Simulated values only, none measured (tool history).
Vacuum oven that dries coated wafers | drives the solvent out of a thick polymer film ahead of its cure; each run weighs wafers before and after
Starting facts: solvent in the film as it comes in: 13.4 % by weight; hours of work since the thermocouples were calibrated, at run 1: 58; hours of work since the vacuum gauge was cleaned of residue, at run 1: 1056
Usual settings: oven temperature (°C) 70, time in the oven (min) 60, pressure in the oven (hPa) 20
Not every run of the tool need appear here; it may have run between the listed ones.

| run | hour | oven temperature (°C) | time in the oven (min) | pressure in the oven (hPa) | hours of work since the thermocouples were calibrated | hours of work since the vacuum gauge was cleaned of residue | solvent left in the film (%) |
|---|---|---|---|---|---|---|---|
| 1 | 0 | 70 | 60 | 20 | 58 | 1056 | 3.04 |
| 2 | 44.7 | 70 | 60 | 20 | 91 | 1089 | 3.04 |
| 3 | 82.1 | 70 | 60 | 20 | 119 | 1117 | 3.05 |
| 4 | 128.6 | 80 | 60 | 20 | 154 | 1152 | 1.22 |
| 5 | 174.1 | 80 | 60 | 20 | 188 | 1186 | 1.23 |
| 6 | 200.3 | 80 | 60 | 20 | 207 | 1205 | 1.23 |
| 7 | 252.4 | 80 | 60 | 20 | 246 | 1244 | 1.24 |
| 8 | 298.5 | 70 | 60 | 10.8 | 281 | 1278 | 2.44 |
| 9 | 328.3 | 70 | 60 | 10.8 | 303 | 1301 | 2.43 |
| 10 | 366.5 | 70 | 38 | 10.8 | 331 | 1329 | 3.91 |
| 11 | 395.9 | 67 | 55 | 12.6 | 353 | 1351 | 3.61 |
| 12 | 433.3 | 70 | 34 | 21.2 | 381 | 1379 | 4.9 |
| 13 | 473.7 | 76 | 34 | 41.1 | 412 | 1409 | 4.01 |
| 14 | 535.5 | 76 | 48 | 20 | 458 | 1455 | 2.08 |

Forecast run 15:
| 15 | 595.1 | 65 | 87 | 24.6 | 502 | 1500 | ? |

{"run 15": {"solvent left in the film (%)": 3.72}}
Had the tool carried no hidden state, the very same run would have given solvent left in the film (%) 3.88.
